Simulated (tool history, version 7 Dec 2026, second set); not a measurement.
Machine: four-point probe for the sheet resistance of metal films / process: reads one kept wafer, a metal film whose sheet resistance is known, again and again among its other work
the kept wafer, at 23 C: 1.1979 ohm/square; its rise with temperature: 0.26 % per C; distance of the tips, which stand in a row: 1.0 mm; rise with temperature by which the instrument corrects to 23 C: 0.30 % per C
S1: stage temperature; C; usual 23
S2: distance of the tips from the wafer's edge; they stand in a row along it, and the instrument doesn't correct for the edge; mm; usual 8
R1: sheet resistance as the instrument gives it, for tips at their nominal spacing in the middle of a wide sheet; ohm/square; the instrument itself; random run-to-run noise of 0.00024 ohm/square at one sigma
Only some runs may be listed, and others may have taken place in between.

run 1 hour=0 | S1=23 S2=8 | R1=1.206342
run 2 hour=26.3 | S1=23 S2=8 | R1=1.206561
run 3 hour=49.6 | S1=23 S2=8 | R1=1.206513
run 4 hour=62.7 | S1=32 S2=8 | R1=1.201903
run 5 hour=74.8 | S1=23 S2=8 | R1=1.206894
run 6 hour=94.5 | S1=23 S2=8 | R1=1.206479
run 7 hour=115.9 | S1=23 S2=8 | R1=1.205884
run 8 hour=142.2 | S1=27 S2=8 | R1=1.204259
run 9 hour=169.8 | S1=27 S2=8 | R1=1.204932
run 10 hour=193.6 | S1=23 S2=11 | R1=1.202267
run 11 hour=210.8 | S1=23 S2=9 | R1=1.205056
run 12 hour=226.3 | S1=23 S2=9 | R1=1.204856
run 13 hour=241.6 | S1=23 S2=8 | R1=1.206958

Predict the results of run 14:
run 14 hour=264.4 | S1=23 S2=8 | R1=?

{"run 14": {"R1": 1.207125}}
Minus the tool's unlogged condition, the same run would have read R1 1.208215 ohm/square.

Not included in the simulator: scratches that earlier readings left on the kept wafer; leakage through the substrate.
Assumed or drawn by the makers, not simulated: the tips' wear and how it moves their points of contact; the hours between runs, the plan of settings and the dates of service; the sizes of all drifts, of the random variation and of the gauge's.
